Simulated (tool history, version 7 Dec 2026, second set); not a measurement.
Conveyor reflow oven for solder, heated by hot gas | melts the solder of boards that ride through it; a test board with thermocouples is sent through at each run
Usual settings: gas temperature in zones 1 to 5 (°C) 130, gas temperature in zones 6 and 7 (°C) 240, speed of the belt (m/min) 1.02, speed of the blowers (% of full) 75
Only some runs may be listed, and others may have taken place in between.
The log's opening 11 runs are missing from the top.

| run | hour | gas temperature in zones 1 to 5 (°C) | gas temperature in zones 6 and 7 (°C) | speed of the belt (m/min) | speed of the blowers (% of full) | highest temperature of the board (°C) | time above the solder's melting point (s) |
|---|---|---|---|---|---|---|---|
| 12 | 106.9 | 130 | 240 | 1.02 | 75 | 221.6 | 35.4 |
| 13 | 116.6 | 130 | 240 | 1.02 | 75 | 221.6 | 35.6 |
| 14 | 126.6 | 130 | 240 | 1.02 | 61 | 215.1 | 32.2 |
| 15 | 134.2 | 130 | 240 | 1.02 | 61 | 216 | 32.3 |
| 16 | 141.2 | 130 | 240 | 1.02 | 61 | 215.5 | 32.4 |
| 17 | 153.1 | 126 | 250 | 1.02 | 60 | 222.2 | 34.8 |
| 18 | 163.3 | 126 | 250 | 1.02 | 60 | 222.7 | 35 |
| 19 | 170 | 126 | 236 | 1.02 | 80 | 217.7 | 33.6 |
| 20 | 179.8 | 130 | 240 | 1.02 | 86 | 224 | 36.9 |
| 21 | 189.5 | 139 | 238 | 0.88 | 51 | 216.1 | 40.5 |
| 22 | 200.8 | 120 | 230 | 0.92 | 72 | 213.1 | 33.3 |
| 23 | 210.2 | 120 | 230 | 0.92 | 72 | 212.8 | 33.3 |
| 24 | 218.8 | 120 | 242 | 0.92 | 78 | 224.9 | 39.7 |
| 25 | 229.6 | 139 | 237 | 1.02 | 54 | 211.4 | 31.4 |
| 26 | 238.3 | 130 | 240 | 0.82 | 77 | 227.7 | 48.1 |
| 27 | 243.4 | 130 | 240 | 0.82 | 77 | 226.4 | 48.3 |
| 28 | 254.8 | 130 | 240 | 0.82 | 77 | 227.9 | 47.8 |
| 29 | 266.3 | 116 | 240 | 0.87 | 73 | 222.3 | 39.8 |
| 30 | 274.4 | 130 | 250 | 1.02 | 57 | 220.9 | 34.9 |
| 31 | 286.4 | 130 | 251 | 1.22 | 75 | 221.7 | 29.5 |

Predict each of these 3 candidate next runs independently; none follows another, all start after run 31:
| A | 295.3 | 130 | 241 | 1.02 | 75 | ? | ? |
| B | 295.3 | 141 | 251 | 1.05 | 87 | ? | ? |
| C | 295.3 | 139 | 251 | 0.82 | 79 | ? | ? |

| run | highest temperature of the board (°C) | time above the solder's melting point (s) |
|---|---|---|
| A | 220.7 | 35.1 |
| B | 233.9 | 41.1 |
| C | 239.2 | 54.3 |
With the hidden condition removed and each run's random variation left untouched, the same runs would have given:
| run | highest temperature of the board (°C) | time above the solder's melting point (s) |
|---|---|---|
| A | 222.9 | 36 |
| B | 236.2 | 41.5 |
| C | 241.2 | 54.6 |
